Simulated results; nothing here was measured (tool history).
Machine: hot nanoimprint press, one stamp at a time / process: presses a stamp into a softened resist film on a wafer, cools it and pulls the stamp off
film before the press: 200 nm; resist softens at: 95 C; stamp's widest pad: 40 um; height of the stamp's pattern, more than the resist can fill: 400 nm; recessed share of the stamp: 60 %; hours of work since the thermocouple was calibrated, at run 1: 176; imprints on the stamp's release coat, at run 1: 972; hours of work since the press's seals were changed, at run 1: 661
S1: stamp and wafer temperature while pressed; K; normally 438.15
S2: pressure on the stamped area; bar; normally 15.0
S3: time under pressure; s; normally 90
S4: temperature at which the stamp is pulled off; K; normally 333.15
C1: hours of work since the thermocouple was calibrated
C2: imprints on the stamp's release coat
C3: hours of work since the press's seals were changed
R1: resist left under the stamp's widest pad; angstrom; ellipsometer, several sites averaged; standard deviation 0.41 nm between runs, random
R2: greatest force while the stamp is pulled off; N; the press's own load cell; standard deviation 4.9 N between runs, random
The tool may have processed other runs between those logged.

run 1 hour=0.0 | S1=438.15 S2=15.0 S3=90 S4=333.15 | C1=176 C2=972 C3=661 | R1=1170 R2=291
run 2 hour=29.8 | S1=438.15 S2=15.0 S3=90 S4=333.15 | C1=192 C2=1022 C3=677 | R1=1166 R2=283
run 3 hour=51.4 | S1=438.15 S2=15.0 S3=134 S4=333.15 | C1=204 C2=1058 C3=689 | R1=1049 R2=290
run 4 hour=80.6 | S1=438.15 S2=15.0 S3=134 S4=333.15 | C1=220 C2=1107 C3=705 | R1=1039 R2=288
run 5 hour=115.0 | S1=438.15 S2=15.0 S3=90 S4=333.15 | C1=239 C2=1165 C3=724 | R1=1171 R2=297
run 6 hour=142.3 | S1=438.15 S2=15.0 S3=90 S4=333.15 | C1=254 C2=1211 C3=739 | R1=1166 R2=284
run 7 hour=168.8 | S1=438.15 S2=15.0 S3=131 S4=333.15 | C1=268 C2=1255 C3=754 | R1=1045 R2=291
run 8 hour=198.1 | S1=449.15 S2=15.0 S3=131 S4=333.15 | C1=285 C2=1304 C3=770 | R1=664 R2=294
run 9 hour=229.5 | S1=449.15 S2=15.0 S3=131 S4=333.15 | C1=302 C2=1357 C3=787 | R1=664 R2=303
run 10 hour=260.8 | S1=427.15 S2=15.0 S3=90 S4=333.15 | C1=319 C2=1409 C3=804 | R1=1648 R2=292
run 11 hour=279.1 | S1=427.15 S2=15.0 S3=90 S4=333.15 | C1=329 C2=1439 C3=814 | R1=1644 R2=298
run 12 hour=299.2 | S1=427.15 S2=15.0 S3=90 S4=333.15 | C1=340 C2=1473 C3=825 | R1=1652 R2=318
run 13 hour=331.5 | S1=427.15 S2=15.0 S3=90 S4=333.15 | C1=358 C2=1527 C3=843 | R1=1633 R2=308
run 14 hour=358.1 | S1=438.15 S2=15.0 S3=90 S4=333.15 | C1=373 C2=1572 C3=858 | R1=1158 R2=311
-- hour=388.9 stamp cleaned and given a new release coat
run 15 hour=393.5 | S1=438.15 S2=15.0 S3=90 S4=333.15 | C1=389 C2=8 C3=874 | R1=1152 R2=234
run 16 hour=418.8 | S1=438.15 S2=15.0 S3=70 S4=333.15 | C1=403 C2=50 C3=888 | R1=1241 R2=241
run 17 hour=437.2 | S1=450.15 S2=15.0 S3=90 S4=334.15 | C1=413 C2=81 C3=898 | R1=724 R2=229
-- hour=460.0 plate thermocouple calibrated
run 18 hour=471.8 | S1=441.15 S2=23.8 S3=142 S4=326.15 | C1=6 C2=134 C3=915 | R1=729 R2=252
run 19 hour=487.7 | S1=430.15 S2=10.4 S3=142 S4=326.15 | C1=15 C2=161 C3=924 | R1=1605 R2=258
run 20 hour=519.3 | S1=438.15 S2=15.0 S3=47 S4=320.15 | C1=33 C2=213 C3=941 | R1=1413 R2=273
run 21 hour=540.3 | S1=430.15 S2=15.0 S3=49 S4=334.15 | C1=44 C2=249 C3=953 | R1=1716 R2=244
run 22 hour=559.0 | S1=430.15 S2=15.0 S3=49 S4=334.15 | C1=54 C2=280 C3=963 | R1=1725 R2=251
run 23 hour=575.2 | S1=428.15 S2=15.0 S3=134 S4=333.15 | C1=63 C2=307 C3=972 | R1=1546 R2=261
run 24 hour=599.3 | S1=428.15 S2=15.0 S3=134 S4=333.15 | C1=77 C2=347 C3=985 | R1=1532 R2=257
run 25 hour=614.8 | S1=428.15 S2=15.0 S3=134 S4=333.15 | C1=85 C2=373 C3=994 | R1=1537 R2=259
run 26 hour=635.7 | S1=428.15 S2=15.0 S3=134 S4=333.15 | C1=97 C2=408 C3=1005 | R1=1531 R2=260

Predict the results of run 27:
run 27 hour=667.3 | S1=447.15 S2=12.1 S3=90 S4=319.15 | C1=114 C2=461 C3=1023 | R1=? R2=?

{"run 27": {"R1": 946, "R2": 277}}
With the hidden condition absent and the run-to-run variation left alone, this run would have shown R1 932 angstrom, R2 254 N.
